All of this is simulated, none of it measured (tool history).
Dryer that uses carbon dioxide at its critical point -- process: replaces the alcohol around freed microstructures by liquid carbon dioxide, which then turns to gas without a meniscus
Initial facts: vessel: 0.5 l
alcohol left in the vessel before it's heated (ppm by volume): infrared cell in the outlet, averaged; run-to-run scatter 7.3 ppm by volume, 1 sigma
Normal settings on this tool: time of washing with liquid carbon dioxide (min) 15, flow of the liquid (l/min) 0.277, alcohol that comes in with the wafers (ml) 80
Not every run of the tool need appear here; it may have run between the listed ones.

run     day  time of washing with liquid carbon dioxide (min)  flow of the liquid (l/min)  alcohol that comes in with the wafers (ml)  alcohol left in the vessel before it's heated (ppm by volume)
  1       0                                                15                       0.277                                          80                                                            424
  2   0.354                                                20                       0.277                                          80                                                            113
  3   0.604                                                20                       0.277                                          80                                                            111
  4   0.883                                                20                       0.277                                          80                                                            118
  5   1.162                                                15                       0.277                                          53                                                            316
  6   1.567                                                15                       0.277                                         111                                                            604
  7   1.775                                                15                       0.277                                          80                                                            467
  8    2.05                                                15                       0.277                                          80                                                            464
  9   2.329                                                15                       0.277                                          80                                                            445
 10   2.558                                                15                       0.277                                          80                                                            439
 11   2.912                                                15                       0.468                                          80                                                             86
 12   3.242                                                15                       0.468                                          80                                                             92
 13   3.508                                                15                       0.277                                          80                                                            481
 14   3.683                                                15                       0.263                                          80                                                            621
 15   4.096                                                15                       0.263                                          80                                                            605
 16   4.496                                                15                       0.277                                          99                                                            581
 17   4.762                                                15                       0.349                                          80                                                            164
 18   5.021                                                15                       0.349                                          80                                                            175
 19   5.329                                                15                       0.341                                          80                                                            194
 20   5.662                                                15                       0.341                                          80                                                            180
 21   5.938                                                15                       0.341                                          80                                                            197
 22   6.229                                                15                       0.341                                          80                                                            202
 23   6.529                                                15                       0.341                                         100                                                            232
 24   6.908                                                15                       0.242                                          93                                                           1112
 25   7.129                                                15                       0.242                                          93                                                           1114
 26   7.371                                                15                       0.298                                         117                                                            468
 27   7.596                                                15                       0.298                                         117                                                            480
 28   7.825                                                10                       0.298                                         117                                                           3341
 29   8.204                                                18                       0.243                                          61                                                            330
 30   8.475                                                11                       0.277                                          80                                                           2044
 31   8.704                                                11                       0.277                                          80                                                           2158
 32       9                                                11                       0.277                                          80                                                           2164
 33   9.238                                                15                       0.179                                          80                                                           3572
 34   9.654                                                19                       0.263                                          21                                                            150
 35   9.867                                                17                       0.222                                          23                                                            319
 36  10.033                                                17                       0.222                                          23                                                            322
 37  10.329                                                10                       0.303                                          30                                                            913
 38  10.612                                                10                       0.303                                          30                                                            909
 39  10.904                                                15                       0.178                                          80                                                           3703
 40  11.212                                                20                       0.449                                          23                                                            115
 41  11.425                                                19                        0.23                                          25                                                            220
 42  11.596                                                19                       0.237                                          74                                                            352
 43  11.862                                                15                       0.405                                          74                                                            152
 44    12.1                                                11                       0.188                                          80                                                           8605

Forecast each of these 5 alternatives for the next run:
  A  12.429                                                11                       0.282                                          34                                                              ?
  B  12.429                                                12                       0.236                                          28                                                              ?
  C  12.429                                                14                       0.334                                          70                                                              ?
  D  12.429                                                11                       0.188                                          27                                                              ?
  E  12.429                                                17                       0.423                                          80                                                              ?

run  alcohol left in the vessel before it's heated (ppm by volume)
  A                                                            980
  B                                                           1100
  C                                                            302
  D                                                           2927
  E                                                            133
With the hidden condition removed and each run's random variation left untouched, the same runs would have given:
run  alcohol left in the vessel before it's heated (ppm by volume)
  A                                                            725
  B                                                            845
  C                                                            141
  D                                                           2517
  E                                                              8
